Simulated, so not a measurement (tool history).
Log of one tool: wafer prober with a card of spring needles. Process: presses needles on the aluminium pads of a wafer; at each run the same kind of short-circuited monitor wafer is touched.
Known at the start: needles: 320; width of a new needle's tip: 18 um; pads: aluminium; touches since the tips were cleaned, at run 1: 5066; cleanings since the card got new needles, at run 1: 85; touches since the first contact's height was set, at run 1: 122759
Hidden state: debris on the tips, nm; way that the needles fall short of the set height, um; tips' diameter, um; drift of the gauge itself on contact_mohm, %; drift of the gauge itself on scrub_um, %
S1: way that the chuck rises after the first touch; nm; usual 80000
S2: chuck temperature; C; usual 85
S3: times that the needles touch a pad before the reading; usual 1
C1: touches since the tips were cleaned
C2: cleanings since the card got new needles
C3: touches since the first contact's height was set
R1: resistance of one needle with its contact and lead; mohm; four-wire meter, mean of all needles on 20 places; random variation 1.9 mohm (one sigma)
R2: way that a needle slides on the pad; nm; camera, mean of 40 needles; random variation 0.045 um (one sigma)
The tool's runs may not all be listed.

run 1 hour=0 | S1=80000 S2=85 S3=1 | C1=5066 C2=85 C3=122759 | R1=203 R2=9630
-- hour=12.8 tips cleaned on abrasive film
-- hour=44.7 tips cleaned on abrasive film
run 2 hour=64.7 | S1=80000 S2=85 S3=1 | C1=5433 C2=87 C3=140309 | R1=204 R2=9540
-- hour=71.2 tips cleaned on abrasive film
-- hour=99.3 tips cleaned on abrasive film
-- hour=127.1 tips cleaned on abrasive film
-- hour=153 tips cleaned on abrasive film
run 3 hour=153 | S1=80000 S2=85 S3=1 | C1=0 C2=91 C3=164227 | R1=205 R2=9680
-- hour=181.5 tips cleaned on abrasive film
-- hour=210 tips cleaned on abrasive film
run 4 hour=220.1 | S1=80000 S2=85 S3=1 | C1=2755 C2=93 C3=182441 | R1=205 R2=9710
-- hour=237.6 tips cleaned on abrasive film
-- hour=266.1 tips cleaned on abrasive film
-- hour=285.3 height of the first contact set anew
run 5 hour=285.3 | S1=80000 S2=85 S3=1 | C1=5146 C2=95 C3=0 | R1=201 R2=9570
-- hour=297.6 tips cleaned on abrasive film
-- hour=328.4 tips cleaned on abrasive film
run 6 hour=348.2 | S1=80000 S2=85 S3=1 | C1=5408 C2=97 C3=17072 | R1=202 R2=9720
-- hour=354.7 tips cleaned on abrasive film
-- hour=380.2 tips cleaned on abrasive film
-- hour=410.1 tips cleaned on abrasive film
run 7 hour=421.3 | S1=86000 S2=85 S3=1 | C1=3031 C2=100 C3=36872 | R1=204 R2=10410
-- hour=437.4 tips cleaned on abrasive film
-- hour=466.3 tips cleaned on abrasive film
run 8 hour=479.3 | S1=80000 S2=85 S3=2 | C1=3528 C2=102 C3=52606 | R1=204 R2=9750
-- hour=498.1 tips cleaned on abrasive film
-- hour=528.8 tips cleaned on abrasive film
run 9 hour=549.1 | S1=71000 S2=101 S3=2 | C1=5501 C2=104 C3=71538 | R1=210 R2=8650
-- hour=555.2 tips cleaned on abrasive film
-- hour=586.3 tips cleaned on abrasive film
-- hour=617.7 tips cleaned on abrasive film
run 10 hour=624.8 | S1=63000 S2=33 S3=2 | C1=1913 C2=107 C3=92064 | R1=192 R2=7700
-- hour=646.7 tips cleaned on abrasive film
-- hour=674.1 tips cleaned on abrasive film
-- hour=702.5 tips cleaned on abrasive film
run 11 hour=705.8 | S1=63000 S2=33 S3=2 | C1=887 C2=110 C3=114035 | R1=196 R2=7670
-- hour=731.2 tips cleaned on abrasive film
-- hour=758.5 tips cleaned on abrasive film
run 12 hour=761.8 | S1=86000 S2=62 S3=2 | C1=916 C2=112 C3=129228 | R1=196 R2=10430
-- hour=790 tips cleaned on abrasive film
-- hour=820 tips cleaned on abrasive film
-- hour=846.6 tips cleaned on abrasive film
run 13 hour=858.6 | S1=64000 S2=62 S3=2 | C1=3275 C2=115 C3=155483 | R1=197 R2=7830
-- hour=876 tips cleaned on abrasive film
-- hour=907.1 tips cleaned on abrasive film
run 14 hour=919 | S1=72000 S2=25 S3=3 | C1=3246 C2=117 C3=171865 | R1=191 R2=8710
-- hour=933 tips cleaned on abrasive film
-- hour=962.2 tips cleaned on abrasive film
-- hour=989.6 tips cleaned on abrasive film
run 15 hour=989.6 | S1=69000 S2=41 S3=1 | C1=0 C2=120 C3=191010 | R1=195 R2=8370
-- hour=1015.2 tips cleaned on abrasive film
-- hour=1021.8 height of the first contact set anew
run 16 hour=1035.2 | S1=83000 S2=60 S3=2 | C1=5377 C2=121 C3=3647 | R1=195 R2=10170

3 ways to go on from here, each from the tool as it stands after run 16. What would each give?
-- hour=1041.7 tips cleaned on abrasive film
-- hour=1069.5 tips cleaned on abrasive film
run A hour=1085.2 | S1=80000 S2=85 S3=2 | C1=4278 C2=123 C3=17197 | R1=? R2=?
-- hour=1041.7 tips cleaned on abrasive film
-- hour=1069.5 tips cleaned on abrasive film
run B hour=1085.2 | S1=61000 S2=85 S3=1 | C1=4278 C2=123 C3=17197 | R1=? R2=?
-- hour=1041.7 tips cleaned on abrasive film
-- hour=1069.5 tips cleaned on abrasive film
run C hour=1085.2 | S1=88000 S2=60 S3=2 | C1=4278 C2=123 C3=17197 | R1=? R2=?

run=A R1=203 R2=9720
run=B R1=208 R2=7500
run=C R1=195 R2=10770
Without the tool's hidden state the same runs would have given:
run=A R1=203 R2=9620
run=B R1=207 R2=7430
run=C R1=194 R2=10660
